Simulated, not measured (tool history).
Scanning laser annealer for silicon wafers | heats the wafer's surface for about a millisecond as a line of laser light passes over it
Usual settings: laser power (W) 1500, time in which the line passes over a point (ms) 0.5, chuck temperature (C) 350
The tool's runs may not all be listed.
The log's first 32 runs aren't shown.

run	hour	laser power (W)	time in which the line passes over a point (ms)	chuck temperature (C)	hours of work since the window was cleaned	hours of work since the power meter was calibrated	hours of work since the optics were aligned	highest temperature of the surface (C)
33	408.6	1405	0.601	350	646	175	1107	1153
34	416.5	1500	0.399	369	649	178	1110	1079
35	429.4	1500	0.399	363	655	183	1115	1072
36	445.6	1627	0.507	347	661	190	1122	1239
37	457	1385	0.412	360	666	195	1127	1009
38	470.7	1385	0.412	360	672	200	1132	1006
39	484.2	1544	0.353	318	677	206	1138	1009
40	493.2	1455	0.385	342	681	210	1142	1007

4 ways to go on from here, each from the tool as it stands after run 40. What would each give?
A	510.5	1541	0.48	342	688	217	1149	?
B	510.5	1500	0.41	380	688	217	1149	?
C	510.5	1648	0.385	374	688	217	1149	?
D	510.5	1431	0.397	356	688	217	1149	?

run	highest temperature of the surface (C)
A	1147
B	1097
C	1163
D	1016
Without the tool's hidden state the same runs would have given:
run	highest temperature of the surface (C)
A	1202
B	1145
C	1216
D	1061
